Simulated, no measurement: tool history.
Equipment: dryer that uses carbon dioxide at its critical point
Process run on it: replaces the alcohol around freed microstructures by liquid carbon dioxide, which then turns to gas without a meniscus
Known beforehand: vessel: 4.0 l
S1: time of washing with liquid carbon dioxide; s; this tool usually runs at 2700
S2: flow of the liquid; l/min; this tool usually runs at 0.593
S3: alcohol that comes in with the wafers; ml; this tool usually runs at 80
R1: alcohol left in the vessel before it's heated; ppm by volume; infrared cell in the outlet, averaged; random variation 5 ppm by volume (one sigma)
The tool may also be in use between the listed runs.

| run | day | S1 | S2 | S3 | R1 |
|---|---|---|---|---|---|
| 1 | 0.000 | 2700 | 0.593 | 80 | 133 |
| 2 | 1.321 | 2700 | 0.593 | 80 | 152 |
| 3 | 3.621 | 2700 | 0.593 | 23 | 144 |
| 4 | 5.721 | 2700 | 0.593 | 26 | 143 |
| 5 | 6.883 | 2700 | 0.593 | 26 | 161 |
| 6 | 8.262 | 2700 | 0.593 | 80 | 195 |
| 7 | 9.875 | 2700 | 0.564 | 80 | 229 |
| 8 | 11.638 | 2700 | 0.593 | 80 | 225 |
| 9 | 13.933 | 2700 | 0.593 | 80 | 247 |
| 10 | 16.254 | 1620 | 0.774 | 41 | 284 |
| 11 | 18.454 | 1620 | 0.774 | 41 | 299 |
| 12 | 20.821 | 2520 | 0.774 | 41 | 228 |
| 13 | 22.888 | 3840 | 0.904 | 34 | 238 |
| 14 | 25.121 | 3840 | 0.904 | 34 | 252 |

Estimate the outcome of run 15 from the log above:
| 15 | 26.404 | 2700 | 0.483 | 31 | ? |

R1: 343 ppm by volume
If the tool had no hidden condition, the same run with the same run-to-run variation would have returned R1 52 ppm by volume.
